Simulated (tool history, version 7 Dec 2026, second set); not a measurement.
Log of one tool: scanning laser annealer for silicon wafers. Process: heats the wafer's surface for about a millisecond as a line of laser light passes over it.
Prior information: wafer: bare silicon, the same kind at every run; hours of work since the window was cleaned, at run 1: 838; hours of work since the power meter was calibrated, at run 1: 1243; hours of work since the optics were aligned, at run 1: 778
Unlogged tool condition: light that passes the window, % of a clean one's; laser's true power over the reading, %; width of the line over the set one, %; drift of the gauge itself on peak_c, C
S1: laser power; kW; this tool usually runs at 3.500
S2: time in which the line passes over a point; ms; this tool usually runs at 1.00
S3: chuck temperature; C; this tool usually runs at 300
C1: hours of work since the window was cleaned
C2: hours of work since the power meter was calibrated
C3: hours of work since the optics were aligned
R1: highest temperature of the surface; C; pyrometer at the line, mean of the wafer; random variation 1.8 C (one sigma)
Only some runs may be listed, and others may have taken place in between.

| run | hour | S1 | S2 | S3 | C1 | C2 | C3 | R1 |
|---|---|---|---|---|---|---|---|---|
| 1 | 0.0 | 3.500 | 1.00 | 300 | 838 | 1243 | 778 | 1001 |
| 2 | 45.1 | 3.500 | 1.10 | 300 | 862 | 1267 | 802 | 1035 |
| 3 | 118.9 | 3.500 | 1.10 | 300 | 901 | 1306 | 841 | 1034 |
|  | 149.6 | window over the wafer cleaned |
| 4 | 187.1 | 3.500 | 1.10 | 300 | 20 | 1341 | 876 | 1041 |
| 5 | 247.5 | 3.500 | 0.88 | 300 | 52 | 1373 | 908 | 957 |
| 6 | 295.4 | 3.500 | 0.88 | 300 | 77 | 1399 | 933 | 956 |
| 7 | 343.0 | 3.500 | 0.88 | 300 | 102 | 1424 | 958 | 959 |
| 8 | 401.2 | 3.500 | 0.88 | 300 | 133 | 1455 | 989 | 956 |
| 9 | 467.4 | 3.500 | 0.88 | 300 | 168 | 1490 | 1024 | 957 |
| 10 | 540.8 | 3.500 | 0.88 | 300 | 207 | 1529 | 1063 | 961 |
| 11 | 571.6 | 3.500 | 0.88 | 300 | 224 | 1545 | 1080 | 959 |
| 12 | 644.7 | 3.500 | 0.88 | 300 | 262 | 1584 | 1118 | 955 |
| 13 | 676.1 | 3.500 | 1.00 | 300 | 279 | 1600 | 1135 | 1004 |
| 14 | 725.6 | 3.500 | 1.00 | 300 | 305 | 1627 | 1161 | 1002 |
| 15 | 763.9 | 3.253 | 1.11 | 334 | 325 | 1647 | 1181 | 1002 |
| 16 | 800.6 | 3.253 | 1.11 | 334 | 345 | 1666 | 1201 | 1007 |

Run 17 comes next. What will it give?
| 17 | 865.4 | 3.722 | 0.88 | 299 | 379 | 1701 | 1235 | ? |

For run 17 the tool returned R1 1016 C.
The same run, on a tool lacking any hidden state, would have yielded R1 1016 C.
